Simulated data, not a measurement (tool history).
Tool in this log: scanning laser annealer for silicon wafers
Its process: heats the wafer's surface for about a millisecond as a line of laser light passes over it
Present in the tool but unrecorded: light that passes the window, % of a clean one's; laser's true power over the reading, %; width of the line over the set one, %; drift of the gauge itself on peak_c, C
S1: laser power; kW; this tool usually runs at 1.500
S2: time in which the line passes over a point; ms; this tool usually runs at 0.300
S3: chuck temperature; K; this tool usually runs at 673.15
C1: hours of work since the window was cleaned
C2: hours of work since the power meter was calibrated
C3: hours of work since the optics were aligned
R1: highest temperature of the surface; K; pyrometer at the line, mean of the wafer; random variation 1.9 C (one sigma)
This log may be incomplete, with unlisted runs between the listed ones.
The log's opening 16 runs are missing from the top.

run     day     S1     S2      S3   C1    C2   C3       R1
 17  15.754  1.500  0.357  673.15   97   930  323  1452.15
 18  16.921  1.500  0.233  673.15  115   948  341  1311.15
 19  18.283  1.500  0.233  673.15  136   969  361  1306.15
 20  19.421  1.500  0.233  673.15  153   986  379  1305.15
 21  20.279  1.500  0.233  673.15  167   999  392  1304.15
 22  21.425  1.500  0.375  680.15  184  1017  410  1474.15
 23  22.058  1.341  0.256  680.15  194  1027  419  1263.15
 24  23.262  1.341  0.256  680.15  212  1045  438  1258.15
 25  24.171  1.341  0.256  680.15  226  1059  452  1258.15
 26  25.200  1.341  0.256  680.15  242  1075  467  1259.15
 27  26.238  1.521  0.300  708.15  258  1091  483  1430.15
 28  27.292  1.500  0.300  699.15  274  1107  499  1409.15
 29  28.625  1.515  0.251  673.15  294  1127  520  1332.15
 30  29.433  1.348  0.236  638.15  307  1140  532  1196.15
 31  30.017  1.500  0.296  673.15  316  1149  541  1376.15
 32  31.162  1.500  0.296  673.15  333  1166  559  1376.15
 33  32.212  1.355  0.225  656.15  349  1182  575  1202.15
 34  33.096  1.544  0.227  633.15  363  1196  588  1271.15
 35  33.917  1.522  0.300  692.15  375  1208  601  1408.15
 36  35.262  1.522  0.300  692.15  396  1229  622  1405.15
 37  36.671  1.522  0.300  692.15  418  1251  643  1402.15
 38  37.679  1.627  0.264  696.15  433  1266  659  1419.15
 39  38.575  1.500  0.310  638.15  447  1280  672  1348.15
 40  39.517  1.500  0.362  689.15  461  1294  687  1454.15
 41  40.488  1.500  0.252  674.15  476  1309  702  1315.15

3 options for the next run, each taken on its own from the tool as it stands now. Forecast them:
     40.958  -- window over the wafer cleaned
  A  41.158  1.521  0.250  695.15   3  1318  711   ?
     40.958  -- window over the wafer cleaned
  B  41.158  1.611  0.300  674.15   3  1318  711   ?
     40.958  -- window over the wafer cleaned
  C  41.158  1.500  0.289  674.15   3  1318  711   ?

run       R1
  A  1356.15
  B  1449.15
  C  1377.15
Had the tool no hidden state, the same runs would have come out as:
run       R1
  A  1377.15
  B  1474.15
  C  1400.15
